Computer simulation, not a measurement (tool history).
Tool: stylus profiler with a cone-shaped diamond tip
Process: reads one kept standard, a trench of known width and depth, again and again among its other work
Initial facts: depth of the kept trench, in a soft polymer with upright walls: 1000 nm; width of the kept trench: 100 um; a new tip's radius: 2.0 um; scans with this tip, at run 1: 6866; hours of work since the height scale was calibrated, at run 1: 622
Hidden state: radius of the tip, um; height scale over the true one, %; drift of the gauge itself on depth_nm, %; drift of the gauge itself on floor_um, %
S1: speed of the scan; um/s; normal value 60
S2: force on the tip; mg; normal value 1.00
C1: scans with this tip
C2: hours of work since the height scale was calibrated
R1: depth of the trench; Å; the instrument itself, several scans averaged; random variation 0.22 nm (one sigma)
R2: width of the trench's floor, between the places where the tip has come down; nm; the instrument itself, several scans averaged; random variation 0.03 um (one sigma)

run 1 hour=0.0 | S1=60 S2=1.00 | C1=6866 C2=622 | R1=10055.9 R2=95050
run 2 hour=55.3 | S1=60 S2=1.00 | C1=7186 C2=651 | R1=10051.8 R2=95040
run 3 hour=160.8 | S1=60 S2=0.44 | C1=7796 C2=706 | R1=10029.6 R2=94820
run 4 hour=242.7 | S1=60 S2=0.44 | C1=8270 C2=749 | R1=10025.8 R2=94750
run 5 hour=330.4 | S1=52 S2=0.44 | C1=8777 C2=795 | R1=10023.8 R2=94670
run 6 hour=416.9 | S1=193 S2=1.00 | C1=9277 C2=840 | R1=10048.1 R2=94110
run 7 hour=474.9 | S1=60 S2=0.77 | C1=9613 C2=871 | R1=10033.7 R2=94640
run 8 hour=591.2 | S1=60 S2=0.77 | C1=10286 C2=932 | R1=10042.0 R2=94580
run 9 hour=664.8 | S1=60 S2=0.77 | C1=10712 C2=970 | R1=10033.4 R2=94470
run 10 hour=761.4 | S1=60 S2=0.77 | C1=11270 C2=1021 | R1=10033.6 R2=94430
run 11 hour=871.1 | S1=60 S2=0.77 | C1=11905 C2=1079 | R1=10034.3 R2=94290
-- hour=893.5 new tip fitted, height scale calibrated
run 12 hour=969.7 | S1=60 S2=0.37 | C1=441 C2=40 | R1=10027.9 R2=95930
run 13 hour=1020.2 | S1=60 S2=1.00 | C1=733 C2=66 | R1=10054.4 R2=96060
run 14 hour=1093.3 | S1=60 S2=1.00 | C1=1156 C2=105 | R1=10061.0 R2=95950
run 15 hour=1159.0 | S1=60 S2=0.47 | C1=1536 C2=139 | R1=10032.2 R2=95790
run 16 hour=1228.7 | S1=60 S2=0.47 | C1=1939 C2=176 | R1=10028.8 R2=95710
run 17 hour=1277.4 | S1=60 S2=0.47 | C1=2221 C2=201 | R1=10030.2 R2=95600
run 18 hour=1338.7 | S1=60 S2=1.00 | C1=2576 C2=233 | R1=10055.7 R2=95680
run 19 hour=1431.6 | S1=60 S2=1.00 | C1=3113 C2=282 | R1=10049.2 R2=95620
run 20 hour=1538.0 | S1=31 S2=1.00 | C1=3729 C2=338 | R1=10047.3 R2=95650
run 21 hour=1608.1 | S1=31 S2=1.00 | C1=4134 C2=375 | R1=10046.5 R2=95550
run 22 hour=1679.1 | S1=31 S2=1.00 | C1=4544 C2=412 | R1=10049.4 R2=95510
run 23 hour=1749.0 | S1=51 S2=1.00 | C1=4949 C2=448 | R1=10048.6 R2=95370
run 24 hour=1851.9 | S1=71 S2=1.02 | C1=5544 C2=502 | R1=10048.5 R2=95160
run 25 hour=1950.7 | S1=71 S2=1.02 | C1=6116 C2=554 | R1=10046.2 R2=95110
run 26 hour=2025.2 | S1=71 S2=1.02 | C1=6547 C2=593 | R1=10048.1 R2=95030
run 27 hour=2106.4 | S1=109 S2=1.11 | C1=7017 C2=636 | R1=10043.9 R2=94870
run 28 hour=2195.6 | S1=109 S2=1.11 | C1=7532 C2=682 | R1=10046.8 R2=94700
run 29 hour=2293.4 | S1=238 S2=1.11 | C1=8098 C2=734 | R1=10045.1 R2=94060
-- hour=2299.2 height scale calibrated on a step standard
run 30 hour=2366.7 | S1=238 S2=1.11 | C1=8520 C2=35 | R1=10035.7 R2=94080
-- hour=2463.8 height scale calibrated on a step standard, once more
run 31 hour=2465.7 | S1=69 S2=1.00 | C1=9089 C2=1 | R1=10064.2 R2=94680
run 32 hour=2520.8 | S1=198 S2=0.90 | C1=9408 C2=30 | R1=10055.3 R2=93990
run 33 hour=2577.0 | S1=152 S2=0.90 | C1=9734 C2=59 | R1=10057.9 R2=94140
run 34 hour=2674.0 | S1=152 S2=0.90 | C1=10295 C2=110 | R1=10058.3 R2=94120
run 35 hour=2768.9 | S1=179 S2=2.34 | C1=10844 C2=160 | R1=10104.5 R2=94260
run 36 hour=2825.7 | S1=144 S2=1.11 | C1=11172 C2=190 | R1=10061.3 R2=94100
run 37 hour=2890.0 | S1=24 S2=2.47 | C1=11544 C2=223 | R1=10106.9 R2=94640
run 38 hour=2938.1 | S1=23 S2=2.09 | C1=11822 C2=249 | R1=10096.6 R2=94520
-- hour=2971.2 new tip fitted, height scale calibrated
run 39 hour=3011.7 | S1=96 S2=0.52 | C1=234 C2=21 | R1=10041.1 R2=95810
run 40 hour=3098.2 | S1=137 S2=0.52 | C1=735 C2=67 | R1=10037.2 R2=95470
run 41 hour=3212.1 | S1=22 S2=0.38 | C1=1394 C2=126 | R1=10030.2 R2=96040
run 42 hour=3308.2 | S1=72 S2=1.13 | C1=1950 C2=177 | R1=10061.5 R2=95790
run 43 hour=3364.3 | S1=140 S2=0.95 | C1=2274 C2=206 | R1=10058.1 R2=95390
run 44 hour=3453.0 | S1=21 S2=2.15 | C1=2787 C2=252 | R1=10098.7 R2=95850
run 45 hour=3535.5 | S1=55 S2=0.40 | C1=3265 C2=296 | R1=10026.9 R2=95440
run 46 hour=3642.8 | S1=55 S2=0.40 | C1=3885 C2=352 | R1=10032.6 R2=95370

Some steps in R1 between neighbouring runs. How much of each would the tool show without its hidden state too (settings, what came in, random variation), and how much is left for the hidden state, with any gauge scatter that isn't in both results?
Run 11 -> 12: S2 0.77 -> 0.37, new tip fitted, height scale calibrated. R1 -6.4 Å: hidden state +15.5, all else -21.9.
Run 29 -> 30: height scale calibrated on a step standard. R1 -9.4 Å: hidden state -9.5, all else +0.1.
Run 30 -> 31: S1 238 -> 69, S2 1.11 -> 1.00, height scale calibrated on a step standard, once more. R1 +28.5 Å: hidden state +29.8, all else -1.3.
Run 34 -> 35: S1 152 -> 179, S2 0.90 -> 2.34. R1 +46.2 Å: hidden state -1.2, all else +47.4.
Run 38 -> 39: S1 23 -> 96, S2 2.09 -> 0.52, new tip fitted, height scale calibrated. R1 -55.5 Å: hidden state +6.3, all else -61.8.
Run 44 -> 45: S1 21 -> 55, S2 2.15 -> 0.40. R1 -71.8 Å: hidden state -1.0, all else -70.8.

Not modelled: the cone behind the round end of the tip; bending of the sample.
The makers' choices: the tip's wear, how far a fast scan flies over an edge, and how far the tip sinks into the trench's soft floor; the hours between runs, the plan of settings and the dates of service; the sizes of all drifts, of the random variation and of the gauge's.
